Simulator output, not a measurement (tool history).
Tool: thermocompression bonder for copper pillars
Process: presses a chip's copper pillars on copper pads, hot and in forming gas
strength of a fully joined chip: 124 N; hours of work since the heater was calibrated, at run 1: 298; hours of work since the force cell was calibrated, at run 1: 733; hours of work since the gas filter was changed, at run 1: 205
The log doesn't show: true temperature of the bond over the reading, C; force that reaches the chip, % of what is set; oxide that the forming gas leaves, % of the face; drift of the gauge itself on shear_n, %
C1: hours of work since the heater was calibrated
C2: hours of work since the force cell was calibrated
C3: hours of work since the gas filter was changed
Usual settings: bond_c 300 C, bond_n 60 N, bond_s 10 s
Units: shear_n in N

{"run": 1, "day": 0.0, "bond_c": 300, "bond_n": 60, "bond_s": 10, "C1": 298, "C2": 733, "C3": 205, "shear_n": 67.6}
{"run": 2, "day": 0.846, "bond_c": 300, "bond_n": 60, "bond_s": 10, "C1": 310, "C2": 744, "C3": 216, "shear_n": 68.8}
{"run": 3, "day": 1.308, "bond_c": 300, "bond_n": 60, "bond_s": 14, "C1": 317, "C2": 751, "C3": 223, "shear_n": 73.8}
{"run": 4, "day": 1.792, "bond_c": 300, "bond_n": 60, "bond_s": 14, "C1": 323, "C2": 758, "C3": 230, "shear_n": 74.6}
{"run": 5, "day": 2.5, "bond_c": 300, "bond_n": 60, "bond_s": 14, "C1": 333, "C2": 768, "C3": 240, "shear_n": 73.5}
{"run": 6, "day": 3.258, "bond_c": 300, "bond_n": 60, "bond_s": 14, "C1": 344, "C2": 778, "C3": 250, "shear_n": 74.2}
{"run": 7, "day": 3.958, "bond_c": 300, "bond_n": 60, "bond_s": 14, "C1": 354, "C2": 788, "C3": 260, "shear_n": 75.6}
{"run": 8, "day": 4.583, "bond_c": 300, "bond_n": 60, "bond_s": 14, "C1": 363, "C2": 797, "C3": 269, "shear_n": 73.2}
{"run": 9, "day": 5.596, "bond_c": 300, "bond_n": 60, "bond_s": 14, "C1": 377, "C2": 811, "C3": 283, "shear_n": 74.3}
{"run": 10, "day": 6.042, "bond_c": 300, "bond_n": 43, "bond_s": 10, "C1": 383, "C2": 817, "C3": 289, "shear_n": 51.7}
{"run": 11, "day": 6.942, "bond_c": 300, "bond_n": 43, "bond_s": 10, "C1": 396, "C2": 830, "C3": 302, "shear_n": 51.3}
{"run": 12, "day": 7.496, "bond_c": 300, "bond_n": 43, "bond_s": 10, "C1": 403, "C2": 838, "C3": 310, "shear_n": 51.2}
{"run": 13, "day": 8.238, "bond_c": 300, "bond_n": 43, "bond_s": 10, "C1": 414, "C2": 848, "C3": 320, "shear_n": 49.9}
{"day": 8.508, "done": "force cell calibrated"}
{"run": 14, "day": 8.817, "bond_c": 300, "bond_n": 43, "bond_s": 10, "C1": 421, "C2": 4, "C3": 327, "shear_n": 49.5}
{"day": 9.458, "done": "forming gas filter changed"}
{"run": 15, "day": 9.538, "bond_c": 300, "bond_n": 82, "bond_s": 10, "C1": 431, "C2": 14, "C3": 1, "shear_n": 86.0}
{"run": 16, "day": 10.488, "bond_c": 298, "bond_n": 60, "bond_s": 10, "C1": 444, "C2": 28, "C3": 14, "shear_n": 70.1}
{"day": 10.854, "done": "force cell calibrated, once more"}
{"run": 17, "day": 11.158, "bond_c": 301, "bond_n": 60, "bond_s": 9, "C1": 453, "C2": 4, "C3": 23, "shear_n": 74.9}
{"run": 18, "day": 11.842, "bond_c": 301, "bond_n": 60, "bond_s": 9, "C1": 462, "C2": 14, "C3": 33, "shear_n": 74.7}
{"run": 19, "day": 12.35, "bond_c": 301, "bond_n": 60, "bond_s": 9, "C1": 470, "C2": 21, "C3": 40, "shear_n": 73.6}
{"run": 20, "day": 13.188, "bond_c": 301, "bond_n": 74, "bond_s": 6, "C1": 481, "C2": 33, "C3": 51, "shear_n": 75.6}
{"run": 21, "day": 13.671, "bond_c": 301, "bond_n": 74, "bond_s": 6, "C1": 488, "C2": 40, "C3": 58, "shear_n": 76.1}
{"run": 22, "day": 14.292, "bond_c": 301, "bond_n": 74, "bond_s": 6, "C1": 497, "C2": 48, "C3": 67, "shear_n": 76.4}
{"run": 23, "day": 14.929, "bond_c": 301, "bond_n": 74, "bond_s": 6, "C1": 506, "C2": 57, "C3": 76, "shear_n": 74.9}
{"run": 24, "day": 15.596, "bond_c": 301, "bond_n": 74, "bond_s": 6, "C1": 515, "C2": 67, "C3": 85, "shear_n": 73.9}
{"run": 25, "day": 16.05, "bond_c": 321, "bond_n": 74, "bond_s": 22, "C1": 521, "C2": 73, "C3": 92, "shear_n": 108.9}
{"run": 26, "day": 16.546, "bond_c": 321, "bond_n": 58, "bond_s": 5, "C1": 528, "C2": 80, "C3": 99, "shear_n": 68.9}
{"run": 27, "day": 17.204, "bond_c": 321, "bond_n": 58, "bond_s": 18, "C1": 538, "C2": 89, "C3": 108, "shear_n": 94.8}
{"run": 28, "day": 18.142, "bond_c": 283, "bond_n": 86, "bond_s": 6, "C1": 551, "C2": 102, "C3": 121, "shear_n": 73.2}
{"run": 29, "day": 19.104, "bond_c": 300, "bond_n": 54, "bond_s": 10, "C1": 564, "C2": 116, "C3": 134, "shear_n": 68.0}
{"run": 30, "day": 19.621, "bond_c": 315, "bond_n": 60, "bond_s": 23, "C1": 572, "C2": 123, "C3": 142, "shear_n": 98.1}

4 ways to go on from here, each from the tool as it stands after run 30. What would each give?
{"run": "A", "day": 20.075, "bond_c": 321, "bond_n": 60, "bond_s": 9, "C1": 578, "C2": 129, "C3": 148, "shear_n": "?"}
{"run": "B", "day": 20.075, "bond_c": 300, "bond_n": 49, "bond_s": 22, "C1": 578, "C2": 129, "C3": 148, "shear_n": "?"}
{"run": "C", "day": 20.075, "bond_c": 298, "bond_n": 77, "bond_s": 22, "C1": 578, "C2": 129, "C3": 148, "shear_n": "?"}
{"run": "D", "day": 20.075, "bond_c": 307, "bond_n": 59, "bond_s": 8, "C1": 578, "C2": 129, "C3": 148, "shear_n": "?"}

run=A shear_n=81.4
run=B shear_n=80.3
run=C shear_n=101.8
run=D shear_n=69.9
Without the tool's hidden state the same runs would have given:
run=A shear_n=84.1
run=B shear_n=82.8
run=C shear_n=105.6
run=D shear_n=72.0
